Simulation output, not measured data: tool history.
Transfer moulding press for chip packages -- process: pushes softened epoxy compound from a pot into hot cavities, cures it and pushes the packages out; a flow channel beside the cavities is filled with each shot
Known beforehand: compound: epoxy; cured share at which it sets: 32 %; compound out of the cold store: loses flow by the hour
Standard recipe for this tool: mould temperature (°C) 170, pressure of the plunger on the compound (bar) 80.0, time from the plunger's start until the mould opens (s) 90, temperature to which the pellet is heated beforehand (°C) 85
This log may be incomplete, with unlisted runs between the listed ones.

| run | day | mould temperature (°C) | pressure of the plunger on the compound (bar) | time from the plunger's start until the mould opens (s) | temperature to which the pellet is heated beforehand (°C) | incoming compound's hours out of the cold store | length that the compound runs in the flow channel (mm) | greatest force on the pins that push the packages out (N) |
|---|---|---|---|---|---|---|---|---|
| 1 | 0.000 | 170 | 80.0 | 90 | 85 | 18.1 | 838 | 533 |
| 2 | 0.454 | 170 | 80.0 | 90 | 85 | 40.7 | 760 | 557 |
|  | 0.783 | cavities cleaned with cleaning compound and waxed |
| 3 | 1.146 | 170 | 95.8 | 90 | 85 | 8.2 | 963 | 623 |
| 4 | 1.488 | 170 | 95.8 | 90 | 85 | 32.4 | 858 | 636 |
| 5 | 2.021 | 170 | 95.8 | 90 | 85 | 45.9 | 808 | 601 |
| 6 | 2.521 | 170 | 80.0 | 90 | 86 | 23.9 | 810 | 628 |
| 7 | 3.100 | 170 | 80.0 | 90 | 85 | 22.1 | 816 | 603 |
|  | 3.388 | cavities cleaned with cleaning compound and waxed |
|  | 3.688 | cavities cleaned with cleaning compound and waxed, once more |
| 8 | 3.800 | 170 | 80.0 | 90 | 85 | 30.1 | 790 | 374 |
| 9 | 4.117 | 170 | 80.0 | 90 | 85 | 8.1 | 867 | 433 |
| 10 | 4.654 | 170 | 80.0 | 90 | 85 | 9.4 | 863 | 488 |
|  | 4.850 | plunger's sealing rings changed |
| 11 | 5.083 | 170 | 80.0 | 90 | 85 | 34.5 | 808 | 514 |
| 12 | 5.662 | 170 | 80.0 | 90 | 85 | 17.0 | 873 | 563 |
| 13 | 6.250 | 170 | 80.0 | 90 | 85 | 14.7 | 880 | 567 |
|  | 6.400 | cavities cleaned with cleaning compound and waxed |
| 14 | 6.892 | 170 | 80.0 | 90 | 85 | 44.8 | 768 | 441 |
| 15 | 7.371 | 170 | 80.0 | 90 | 85 | 21.9 | 849 | 489 |
| 16 | 7.867 | 170 | 80.0 | 90 | 85 | 25.5 | 831 | 536 |
| 17 | 8.154 | 162 | 75.9 | 76 | 88 | 36.4 | 807 | 1065 |
| 18 | 8.654 | 162 | 75.9 | 76 | 88 | 22.6 | 861 | 1142 |
|  | 9.012 | cavities cleaned with cleaning compound and waxed |
| 19 | 9.196 | 172 | 69.9 | 129 | 77 | 39.4 | 723 | 369 |

What will run 20 give?
| 20 | 9.633 | 170 | 90.0 | 90 | 79 | 8.4 | ? | ? |

length that the compound runs in the flow channel (mm): 955
greatest force on the pins that push the packages out (N): 452
The same run, on a tool lacking any hidden state, would have yielded length that the compound runs in the flow channel (mm) 970, greatest force on the pins that push the packages out (N) 339.

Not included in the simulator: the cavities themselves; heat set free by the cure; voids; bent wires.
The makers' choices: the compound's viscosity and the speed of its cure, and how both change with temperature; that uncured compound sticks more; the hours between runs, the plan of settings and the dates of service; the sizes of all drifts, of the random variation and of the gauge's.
